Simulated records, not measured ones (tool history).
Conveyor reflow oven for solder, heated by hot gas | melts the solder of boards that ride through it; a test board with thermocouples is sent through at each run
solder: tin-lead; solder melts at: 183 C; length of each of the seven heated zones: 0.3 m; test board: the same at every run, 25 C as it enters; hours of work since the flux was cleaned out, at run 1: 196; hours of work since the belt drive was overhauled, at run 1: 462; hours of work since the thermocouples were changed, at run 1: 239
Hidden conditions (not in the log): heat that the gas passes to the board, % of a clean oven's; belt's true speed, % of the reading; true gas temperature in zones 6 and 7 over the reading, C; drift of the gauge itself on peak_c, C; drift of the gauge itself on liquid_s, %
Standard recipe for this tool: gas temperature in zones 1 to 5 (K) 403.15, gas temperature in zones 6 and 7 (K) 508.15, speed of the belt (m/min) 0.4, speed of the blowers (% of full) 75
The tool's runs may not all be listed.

| run | hour | gas temperature in zones 1 to 5 (K) | gas temperature in zones 6 and 7 (K) | speed of the belt (m/min) | speed of the blowers (% of full) | hours of work since the flux was cleaned out | hours of work since the belt drive was overhauled | hours of work since the thermocouples were changed | highest temperature of the board (K) | time above the solder's melting point (s) |
|---|---|---|---|---|---|---|---|---|---|---|
| 1 | 0 | 403.15 | 508.15 | 0.4 | 75 | 196 | 462 | 239 | 494.45 | 69.4 |
| 2 | 8 | 410.15 | 508.15 | 0.4 | 75 | 202 | 468 | 245 | 495.45 | 72.9 |
| 3 | 15.3 | 410.15 | 508.15 | 0.4 | 75 | 207 | 473 | 250 | 495.35 | 72.8 |
| 4 | 23.8 | 410.15 | 508.15 | 0.4 | 75 | 214 | 480 | 257 | 495.35 | 73.3 |
| 5 | 30.2 | 410.15 | 508.15 | 0.4 | 75 | 218 | 484 | 261 | 495.35 | 72.8 |
| 6 | 43.4 | 403.15 | 513.15 | 0.4 | 75 | 228 | 494 | 271 | 498.85 | 72.8 |
| 7 | 52.6 | 403.15 | 513.15 | 0.396 | 75 | 235 | 501 | 278 | 499.25 | 73.7 |
| 8 | 58.5 | 400.15 | 508.15 | 0.4 | 75 | 239 | 505 | 282 | 493.85 | 68.2 |
| 9 | 66.7 | 400.15 | 508.15 | 0.4 | 75 | 245 | 511 | 288 | 494.05 | 67.8 |
| 10 | 75.4 | 403.15 | 508.15 | 0.4 | 69 | 252 | 518 | 295 | 493.05 | 67.8 |
| 11 | 81.3 | 394.15 | 512.15 | 0.384 | 82 | 256 | 522 | 299 | 499.55 | 74 |
|  | 87.1 | flux residue cleaned out of gas plates and filters |
| 12 | 96.2 | 403.15 | 513.15 | 0.355 | 71 | 7 | 529 | 306 | 501.15 | 84.4 |
| 13 | 102.9 | 403.15 | 508.15 | 0.395 | 72 | 12 | 534 | 311 | 493.85 | 69.6 |
| 14 | 115.2 | 403.15 | 508.15 | 0.395 | 72 | 21 | 543 | 320 | 493.85 | 69.8 |
| 15 | 128.9 | 403.15 | 514.15 | 0.4 | 57 | 31 | 553 | 330 | 494.85 | 68.7 |
| 16 | 137.6 | 403.15 | 514.15 | 0.4 | 57 | 37 | 560 | 337 | 495.15 | 69.2 |
| 17 | 151.2 | 415.15 | 512.15 | 0.414 | 51 | 47 | 570 | 347 | 492.35 | 68.8 |
| 18 | 164.8 | 391.15 | 512.15 | 0.389 | 57 | 57 | 580 | 357 | 491.85 | 64.8 |
|  | 171.1 | flux residue cleaned out of gas plates and filters, once more |
| 19 | 176.9 | 403.15 | 501.15 | 0.4 | 88 | 4 | 585 | 362 | 491.35 | 68.6 |
| 20 | 184.1 | 403.15 | 501.15 | 0.4 | 88 | 10 | 590 | 367 | 491.55 | 68.2 |

Measured result minus the same run's result without the hidden state. Both carry the same run-to-run variation, though not necessarily the same gauge scatter:
| run | highest temperature of the board (K) | time above the solder's melting point (s) |
|---|---|---|
| 1 | -0.7 | -0.1 |
| 2 | -0.7 | +0.1 |
| 3 | -0.7 | +0.1 |
| 4 | -0.8 | +0 |
| 5 | -0.7 | +0 |
| 6 | -0.9 | +0 |
| 7 | -1 | +0 |
| 8 | -0.9 | -0.2 |
| 9 | -0.9 | -0.3 |
| 10 | -0.9 | -0.2 |
| 11 | -1 | -0.2 |
| 12 | -1.1 | +0 |
| 13 | -1.2 | -0.5 |
| 14 | -1.3 | -0.5 |
| 15 | -1.2 | -0.4 |
| 16 | -1.2 | -0.3 |
| 17 | -1 | -0.2 |
| 18 | -1.4 | -0.7 |
| 19 | +0.5 | +1.5 |
| 20 | +0.5 | +1.5 |
